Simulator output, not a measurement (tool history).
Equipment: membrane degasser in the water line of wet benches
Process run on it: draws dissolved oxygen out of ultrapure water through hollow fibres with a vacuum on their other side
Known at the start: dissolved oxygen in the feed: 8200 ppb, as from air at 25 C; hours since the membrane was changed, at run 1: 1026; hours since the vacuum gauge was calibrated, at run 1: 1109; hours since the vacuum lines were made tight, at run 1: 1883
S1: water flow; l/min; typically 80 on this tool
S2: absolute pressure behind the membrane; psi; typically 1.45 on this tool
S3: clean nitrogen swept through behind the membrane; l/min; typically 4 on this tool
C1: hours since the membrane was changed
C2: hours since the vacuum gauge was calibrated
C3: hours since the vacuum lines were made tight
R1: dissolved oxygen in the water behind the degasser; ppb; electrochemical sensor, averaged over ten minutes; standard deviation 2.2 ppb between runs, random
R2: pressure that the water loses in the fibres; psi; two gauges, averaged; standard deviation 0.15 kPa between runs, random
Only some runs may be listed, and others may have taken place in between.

run,hour,S1,S2,S3,C1,C2,C3,R1,R2
1,0,80,1.45,4,1026,1109,1883,348.4,3.617
2,61.5,80,1.45,4,1087,1171,1945,346.1,3.669
3,109.1,80,1.45,3.5,1135,1218,1992,383.2,3.669
4,154.7,80,1.45,3.5,1181,1264,2038,380.5,3.684
5,189.6,80,1.45,3.5,1215,1299,2073,381.8,3.632
6,223.9,80,1.45,4,1250,1333,2107,347.5,3.681
7,262.7,80,1.45,4,1289,1372,2146,346.2,3.671
8,290.4,80,1.45,4,1316,1400,2174,345.2,3.623
9,320.5,80,1.45,4,1346,1430,2204,348,3.646
10,374.6,80,1.45,4,1401,1484,2258,347.9,3.661
11,411.7,80,1.45,4,1438,1521,2295,354.1,3.672
12,455,80,1.45,4,1481,1564,2338,345.6,3.632
# hour 459.9: vacuum gauge calibrated
13,504.9,80,1.45,4,1530,45,2388,349.6,3.635
14,539,80,1.45,4,1564,79,2422,350.4,3.665
15,569.7,80,1.45,4,1595,110,2453,350.6,3.677
16,608.9,72,1.45,4,1634,149,2492,311.3,3.297
17,649.6,72,1.45,4,1675,190,2532,309.5,3.362
# hour 661.9: vacuum gauge calibrated, once more
18,684.6,89,2.16,6.9,1709,23,2567,407.5,4.102
19,742.5,50,1.23,2.97,1767,81,2625,215.5,2.328
20,769.9,50,1.23,2.97,1795,108,2652,216.3,2.299
21,823.1,91,1.26,3.52,1848,161,2705,369.6,4.131
22,861.7,91,1.26,3.52,1887,200,2744,372.9,4.151
23,891.1,91,1.26,3.52,1916,229,2773,371.1,4.189
24,943.9,120,1.26,5.81,1969,282,2826,377.2,5.498
25,981.1,91,1.51,2.41,2006,319,2863,597.8,4.18
26,1007.1,91,2.47,2.41,2032,345,2889,1016.9,4.15
27,1054.6,91,2.47,2.41,2080,393,2937,1019.8,4.176
28,1081.9,91,2.47,2.41,2107,420,2964,1015.8,4.222
29,1133.8,81,1.12,2.49,2159,472,3016,353.2,3.729
30,1165.8,80,1.03,6.8,2191,504,3048,165.4,3.7
31,1214.3,68,3.15,4,2239,552,3097,697.8,3.123

What if the next run were any one of these 5? Each begins from the tool's condition after run 31:
A,1273.3,75,1.45,4,2298,611,3156,?,?
B,1273.3,72,1.45,4,2298,611,3156,?,?
C,1273.3,94,1.67,4,2298,611,3156,?,?
D,1273.3,68,0.93,4,2298,611,3156,?,?
E,1273.3,68,2.71,4,2298,611,3156,?,?

run,R1,R2
A,324.5,3.445
B,311.5,3.31
C,484.5,4.331
D,160.7,3.159
E,595.1,3.123
Stripped of hidden state, with their random variation kept, the same runs would have yielded:
run,R1,R2
A,318.7,3.394
B,305.9,3.26
C,476.7,4.267
D,155.8,3.113
E,589.3,3.076

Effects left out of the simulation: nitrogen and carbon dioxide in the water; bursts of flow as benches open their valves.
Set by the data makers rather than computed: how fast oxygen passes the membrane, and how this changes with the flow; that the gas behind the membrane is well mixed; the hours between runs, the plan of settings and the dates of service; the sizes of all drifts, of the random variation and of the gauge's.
